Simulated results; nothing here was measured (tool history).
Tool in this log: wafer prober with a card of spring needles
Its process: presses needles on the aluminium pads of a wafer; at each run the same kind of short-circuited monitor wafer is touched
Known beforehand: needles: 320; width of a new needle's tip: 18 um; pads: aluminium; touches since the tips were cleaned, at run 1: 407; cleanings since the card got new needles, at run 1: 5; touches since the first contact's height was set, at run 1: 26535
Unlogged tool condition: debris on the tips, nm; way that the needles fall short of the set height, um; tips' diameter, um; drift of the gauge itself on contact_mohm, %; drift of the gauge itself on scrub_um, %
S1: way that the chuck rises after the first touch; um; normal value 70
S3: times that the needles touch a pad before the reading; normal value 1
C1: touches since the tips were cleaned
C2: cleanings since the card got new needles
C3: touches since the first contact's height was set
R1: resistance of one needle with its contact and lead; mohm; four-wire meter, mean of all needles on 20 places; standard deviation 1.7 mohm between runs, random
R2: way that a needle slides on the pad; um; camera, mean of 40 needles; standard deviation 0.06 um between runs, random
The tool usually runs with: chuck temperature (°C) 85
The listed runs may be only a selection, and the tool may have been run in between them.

{"run": 1, "hour": 0.0, "S1": 70, "chuck temperature (°C)": 85, "S3": 1, "C1": 407, "C2": 5, "C3": 26535, "R1": 181, "R2": 9.37}
{"hour": 9.6, "done": "tips cleaned on abrasive film"}
{"hour": 19.4, "done": "tips cleaned on abrasive film"}
{"run": 2, "hour": 24.0, "S1": 70, "chuck temperature (°C)": 85, "S3": 1, "C1": 2342, "C2": 7, "C3": 38612, "R1": 204, "R2": 9.32}
{"hour": 30.5, "done": "tips cleaned on abrasive film"}
{"hour": 40.3, "done": "tips cleaned on abrasive film"}
{"run": 3, "hour": 49.6, "S1": 70, "chuck temperature (°C)": 85, "S3": 1, "C1": 4724, "C2": 9, "C3": 51483, "R1": 219, "R2": 9.32}
{"hour": 52.2, "done": "tips cleaned on abrasive film"}
{"hour": 64.4, "done": "tips cleaned on abrasive film"}
{"hour": 76.6, "done": "tips cleaned on abrasive film"}
{"hour": 88.4, "done": "tips cleaned on abrasive film"}
{"run": 4, "hour": 92.6, "S1": 70, "chuck temperature (°C)": 85, "S3": 1, "C1": 2140, "C2": 13, "C3": 73039, "R1": 198, "R2": 9.24}
{"hour": 99.5, "done": "tips cleaned on abrasive film"}
{"hour": 111.4, "done": "tips cleaned on abrasive film"}
{"hour": 123.0, "done": "tips cleaned on abrasive film"}
{"run": 5, "hour": 125.4, "S1": 70, "chuck temperature (°C)": 85, "S3": 1, "C1": 1220, "C2": 16, "C3": 89534, "R1": 192, "R2": 9.14}
{"hour": 135.2, "done": "tips cleaned on abrasive film"}
{"hour": 145.0, "done": "tips cleaned on abrasive film"}
{"run": 6, "hour": 154.6, "S1": 70, "chuck temperature (°C)": 85, "S3": 1, "C1": 4898, "C2": 18, "C3": 104227, "R1": 224, "R2": 9.28}
{"hour": 157.2, "done": "tips cleaned on abrasive film"}
{"hour": 169.3, "done": "tips cleaned on abrasive film"}
{"hour": 179.1, "done": "tips cleaned on abrasive film"}
{"run": 7, "hour": 184.6, "S1": 89, "chuck temperature (°C)": 85, "S3": 1, "C1": 2799, "C2": 21, "C3": 119258, "R1": 195, "R2": 11.7}
{"hour": 189.4, "done": "tips cleaned on abrasive film"}
{"hour": 199.2, "done": "tips cleaned on abrasive film"}
{"hour": 209.0, "done": "tips cleaned on abrasive film"}
{"run": 8, "hour": 211.2, "S1": 89, "chuck temperature (°C)": 85, "S3": 1, "C1": 1070, "C2": 24, "C3": 132565, "R1": 183, "R2": 11.68}
{"hour": 220.8, "done": "tips cleaned on abrasive film"}
{"hour": 232.3, "done": "tips cleaned on abrasive film"}
{"hour": 242.1, "done": "tips cleaned on abrasive film"}
{"hour": 247.3, "done": "height of the first contact set anew"}
{"run": 9, "hour": 249.7, "S1": 70, "chuck temperature (°C)": 85, "S3": 2, "C1": 3695, "C2": 27, "C3": 1236, "R1": 200, "R2": 9.41}
{"hour": 254.3, "done": "tips cleaned on abrasive film"}
{"hour": 266.0, "done": "tips cleaned on abrasive film"}
{"hour": 268.5, "done": "tips cleaned on abrasive film, once more"}
{"hour": 280.7, "done": "tips cleaned on abrasive film"}
{"run": 10, "hour": 288.4, "S1": 70, "chuck temperature (°C)": 85, "S3": 3, "C1": 3892, "C2": 31, "C3": 20624, "R1": 186, "R2": 9.44}
{"hour": 290.8, "done": "tips cleaned on abrasive film"}
{"hour": 300.6, "done": "tips cleaned on abrasive film"}
{"hour": 312.5, "done": "tips cleaned on abrasive film"}
{"run": 11, "hour": 316.9, "S1": 70, "chuck temperature (°C)": 85, "S3": 1, "C1": 2261, "C2": 34, "C3": 34953, "R1": 210, "R2": 9.32}
{"hour": 324.3, "done": "tips cleaned on abrasive film"}
{"hour": 334.1, "done": "tips cleaned on abrasive film"}
{"run": 12, "hour": 339.2, "S1": 70, "chuck temperature (°C)": 85, "S3": 1, "C1": 2601, "C2": 36, "C3": 46140, "R1": 207, "R2": 9.3}
{"hour": 344.2, "done": "tips cleaned on abrasive film"}
{"hour": 356.0, "done": "tips cleaned on abrasive film"}
{"run": 13, "hour": 363.1, "S1": 70, "chuck temperature (°C)": 85, "S3": 1, "C1": 3590, "C2": 38, "C3": 58146, "R1": 222, "R2": 9.39}
{"hour": 367.7, "done": "tips cleaned on abrasive film"}
{"hour": 379.2, "done": "tips cleaned on abrasive film"}
{"hour": 390.6, "done": "tips cleaned on abrasive film"}
{"run": 14, "hour": 396.4, "S1": 52, "chuck temperature (°C)": 85, "S3": 1, "C1": 2907, "C2": 41, "C3": 74850, "R1": 257, "R2": 6.81}
{"hour": 400.8, "done": "tips cleaned on abrasive film"}
{"hour": 410.6, "done": "tips cleaned on abrasive film"}
{"hour": 420.5, "done": "tips cleaned on abrasive film"}
{"run": 15, "hour": 420.5, "S1": 52, "chuck temperature (°C)": 85, "S3": 1, "C1": 0, "C2": 44, "C3": 86897, "R1": 188, "R2": 6.79}
{"hour": 432.6, "done": "tips cleaned on abrasive film"}
{"hour": 444.7, "done": "tips cleaned on abrasive film"}
{"hour": 456.2, "done": "tips cleaned on abrasive film"}
{"run": 16, "hour": 465.2, "S1": 52, "chuck temperature (°C)": 85, "S3": 1, "C1": 4589, "C2": 47, "C3": 109436, "R1": 283, "R2": 6.77}
{"hour": 467.8, "done": "tips cleaned on abrasive film"}
{"hour": 479.0, "done": "tips cleaned on abrasive film"}
{"hour": 490.5, "done": "tips cleaned on abrasive film"}
{"run": 17, "hour": 491.8, "S1": 86, "chuck temperature (°C)": 38, "S3": 1, "C1": 612, "C2": 50, "C3": 122716, "R1": 171, "R2": 11.19}
{"hour": 501.6, "done": "tips cleaned on abrasive film"}
{"hour": 511.4, "done": "tips cleaned on abrasive film"}
{"hour": 521.2, "done": "tips cleaned on abrasive film"}
{"run": 18, "hour": 524.9, "S1": 72, "chuck temperature (°C)": 85, "S3": 2, "C1": 1876, "C2": 53, "C3": 139348, "R1": 189, "R2": 9.39}
{"hour": 532.3, "done": "tips cleaned on abrasive film"}
{"hour": 543.9, "done": "tips cleaned on abrasive film"}
{"hour": 548.8, "done": "height of the first contact set anew"}
{"hour": 556.1, "done": "tips cleaned on abrasive film"}
{"run": 19, "hour": 565.3, "S1": 72, "chuck temperature (°C)": 85, "S3": 2, "C1": 4639, "C2": 56, "C3": 8327, "R1": 203, "R2": 9.69}
{"hour": 567.8, "done": "tips cleaned on abrasive film"}
{"hour": 577.6, "done": "tips cleaned on abrasive film"}
{"hour": 589.2, "done": "tips cleaned on abrasive film"}
{"run": 20, "hour": 590.2, "S1": 72, "chuck temperature (°C)": 85, "S3": 2, "C1": 502, "C2": 59, "C3": 20784, "R1": 179, "R2": 9.73}
{"hour": 600.0, "done": "tips cleaned on abrasive film"}
{"hour": 610.0, "done": "tips cleaned on abrasive film"}
{"run": 21, "hour": 610.0, "S1": 72, "chuck temperature (°C)": 85, "S3": 2, "C1": 0, "C2": 61, "C3": 30734, "R1": 173, "R2": 9.6}
{"hour": 621.8, "done": "tips cleaned on abrasive film"}
{"run": 22, "hour": 631.1, "S1": 72, "chuck temperature (°C)": 85, "S3": 2, "C1": 4716, "C2": 62, "C3": 41382, "R1": 205, "R2": 9.66}
{"hour": 633.7, "done": "tips cleaned on abrasive film"}
{"hour": 644.9, "done": "tips cleaned on abrasive film"}
{"run": 23, "hour": 653.2, "S1": 52, "chuck temperature (°C)": 95, "S3": 3, "C1": 4221, "C2": 64, "C3": 52481, "R1": 211, "R2": 6.88}
{"hour": 655.8, "done": "tips cleaned on abrasive film"}
{"hour": 665.6, "done": "tips cleaned on abrasive film"}
{"hour": 677.5, "done": "tips cleaned on abrasive film"}
{"hour": 689.6, "done": "tips cleaned on abrasive film"}
{"run": 24, "hour": 691.4, "S1": 52, "chuck temperature (°C)": 95, "S3": 2, "C1": 906, "C2": 68, "C3": 71627, "R1": 206, "R2": 6.9}
{"hour": 701.2, "done": "tips cleaned on abrasive film"}
{"hour": 712.6, "done": "tips cleaned on abrasive film"}
{"hour": 724.7, "done": "tips cleaned on abrasive film"}
{"run": 25, "hour": 731.6, "S1": 52, "chuck temperature (°C)": 95, "S3": 2, "C1": 3495, "C2": 71, "C3": 91808, "R1": 239, "R2": 6.73}
{"hour": 736.5, "done": "tips cleaned on abrasive film"}
{"hour": 748.3, "done": "tips cleaned on abrasive film"}
{"run": 26, "hour": 753.4, "S1": 61, "chuck temperature (°C)": 103, "S3": 2, "C1": 2630, "C2": 73, "C3": 102797, "R1": 217, "R2": 7.98}
{"hour": 758.4, "done": "tips cleaned on abrasive film"}
{"hour": 770.6, "done": "tips cleaned on abrasive film"}
{"run": 27, "hour": 780.2, "S1": 61, "chuck temperature (°C)": 103, "S3": 2, "C1": 4911, "C2": 75, "C3": 116276, "R1": 233, "R2": 7.96}
{"hour": 782.8, "done": "tips cleaned on abrasive film"}
{"hour": 794.9, "done": "tips cleaned on abrasive film"}
{"hour": 806.7, "done": "tips cleaned on abrasive film"}
{"run": 28, "hour": 807.4, "S1": 61, "chuck temperature (°C)": 103, "S3": 2, "C1": 361, "C2": 78, "C3": 129881, "R1": 186, "R2": 7.88}

Had the tool no unlogged condition, and each run kept its random variation, what would the results have been?
run=1 R1=167 R2=9.43
run=2 R1=167 R2=9.41
run=3 R1=167 R2=9.44
run=4 R1=167 R2=9.41
run=5 R1=172 R2=9.35
run=6 R1=170 R2=9.51
run=7 R1=164 R2=11.98
run=8 R1=166 R2=12
run=9 R1=170 R2=9.41
run=10 R1=167 R2=9.49
run=11 R1=167 R2=9.42
run=12 R1=166 R2=9.42
run=13 R1=170 R2=9.52
run=14 R1=172 R2=6.99
run=15 R1=174 R2=7
run=16 R1=175 R2=7.03
run=17 R1=156 R2=11.49
run=18 R1=168 R2=9.72
run=19 R1=167 R2=9.7
run=20 R1=170 R2=9.79
run=21 R1=168 R2=9.69
run=22 R1=170 R2=9.76
run=23 R1=173 R2=7.01
run=24 R1=176 R2=7.08
run=25 R1=179 R2=6.95
run=26 R1=179 R2=8.22
run=27 R1=178 R2=8.22
run=28 R1=175 R2=8.18
